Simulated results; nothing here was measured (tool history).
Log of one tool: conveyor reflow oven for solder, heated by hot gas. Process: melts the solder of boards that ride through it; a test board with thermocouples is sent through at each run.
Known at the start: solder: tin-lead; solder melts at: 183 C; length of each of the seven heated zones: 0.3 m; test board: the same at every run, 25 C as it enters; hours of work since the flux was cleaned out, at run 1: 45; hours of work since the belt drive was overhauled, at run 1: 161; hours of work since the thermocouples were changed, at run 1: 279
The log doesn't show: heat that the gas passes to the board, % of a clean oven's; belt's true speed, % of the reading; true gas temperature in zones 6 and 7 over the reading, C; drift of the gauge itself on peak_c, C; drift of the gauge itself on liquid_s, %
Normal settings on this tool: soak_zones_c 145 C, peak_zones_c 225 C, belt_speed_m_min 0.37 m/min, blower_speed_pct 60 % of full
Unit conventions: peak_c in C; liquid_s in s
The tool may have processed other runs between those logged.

run    day  soak_zones_c  peak_zones_c  belt_speed_m_min  blower_speed_pct  hours of work since the flux was cleaned out  hours of work since the belt drive was overhauled  hours of work since the thermocouples were changed  peak_c  liquid_s
  1      0           145           225              0.37                60                                            45                                                161                                                 279     209      65.1
  2  0.417           149           225              0.37                60                                            52                                                168                                                 286   209.8      68.5
  3  0.875           145           219              0.37                60                                            59                                                175                                                 293   203.9      57.9
  4  1.104           145           219              0.37                60                                            63                                                178                                                 296   203.5      59.6
  5  1.454           145           225              0.44                60                                            68                                                184                                                 302   203.2      46.8
  6  1.758           145           225              0.44                60                                            73                                                189                                                 307   202.4      45.9
  7  2.179           145           225              0.44                60                                            79                                                195                                                 313   203.1      46.2
  8  2.408           145           225              0.44                60                                            83                                                199                                                 317   202.5      46.6
  9  2.817           145           225              0.44                60                                            89                                                205                                                 323   202.8      46.7
 10   3.25           145           225              0.44                60                                            96                                                212                                                 330   202.7      47.4
 11  3.671           146           225              0.37                60                                           103                                                219                                                 337   208.8      68.9
 12  3.979           159           225              0.37                60                                           108                                                224                                                 342   211.2      78.4
 13  4.279           145           225              0.37                73                                           112                                                228                                                 346   212.2      70.5
 14  4.533           145           225              0.37                73                                           117                                                232                                                 350   211.8      71.9
 15   4.75           145           225              0.37                73                                           120                                                236                                                 354   210.9      70.7
 16  5.167           159           215              0.37                73                                           126                                                242                                                 360   205.2      73.1
 17  5.467           152           224             0.413                73                                           131                                                247                                                 365   208.9      63.1
 18  5.883           152           228             0.413                72                                           138                                                254                                                 372   212.2      65.9
 19  6.208           155           228             0.413                72                                           143                                                259                                                 377   212.5      68.3
 20  6.471           148           225             0.435                60                                           147                                                263                                                 381   203.4      48.7
     6.717  -- flux residue cleaned out of gas plates and filters
 21  7.025           148           231             0.377                84                                             5                                                268                                                 386   218.1      77.7
 22  7.271           145           233             0.339                68                                             9                                                272                                                 390   218.5      85.9
     7.625  -- flux residue cleaned out of gas plates and filters, once more
 23  7.675           145           235              0.37                50                                             1                                                275                                                 393   212.9        71
 24  7.975           145           235              0.37                65                                             5                                                280                                                 398   219.8      79.4
 25  8.212           145           225              0.37                83                                             9                                                284                                                 402   215.1      75.3
 26  8.608           159           218              0.36                50                                            15                                                290                                                 408   204.5        71
 27  8.904           159           218             0.368                72                                            20                                                295                                                 413   209.6      77.3
 28  9.188           141           225              0.37                60                                            25                                                299                                                 417   209.3      64.8
 29  9.546           157           225             0.391                69                                            30                                                305                                                 423   212.6      73.7
 30  9.904           157           225             0.319                69                                            36                                                310                                                 428   217.4      97.7

Subtracting, for every run, the result it would have given without the tool's unlogged condition from the measured result gives the following. The same run-to-run variation enters both numbers; the gauge's scatter may not:
run  peak_c  liquid_s
  1    -0.1        +0
  2    -0.2        +0
  3    -0.2      -0.2
  4    -0.2      -0.2
  5    -0.4      -0.5
  6    -0.5      -0.7
  7    -0.5      -0.8
  8    -0.5      -0.8
  9    -0.6      -0.9
 10    -0.6      -0.9
 11    -0.4      -0.6
 12    -0.3      -0.2
 13    -0.6      -0.7
 14    -0.6      -0.6
 15    -0.7      -0.7
 16    -0.4      -0.6
 17    -0.7        -1
 18    -0.8      -0.8
 19    -0.9      -0.8
 20      -1      -1.6
 21    -1.4      -1.2
 22    -1.3      -1.1
 23    +0.9      +1.7
 24    +0.9      +1.5
 25    +0.9      +1.4
 26    +0.7      +1.9
 27    +0.8      +1.5
 28    +0.8      +1.5
 29    +0.7      +1.2
 30    +0.7      +1.5

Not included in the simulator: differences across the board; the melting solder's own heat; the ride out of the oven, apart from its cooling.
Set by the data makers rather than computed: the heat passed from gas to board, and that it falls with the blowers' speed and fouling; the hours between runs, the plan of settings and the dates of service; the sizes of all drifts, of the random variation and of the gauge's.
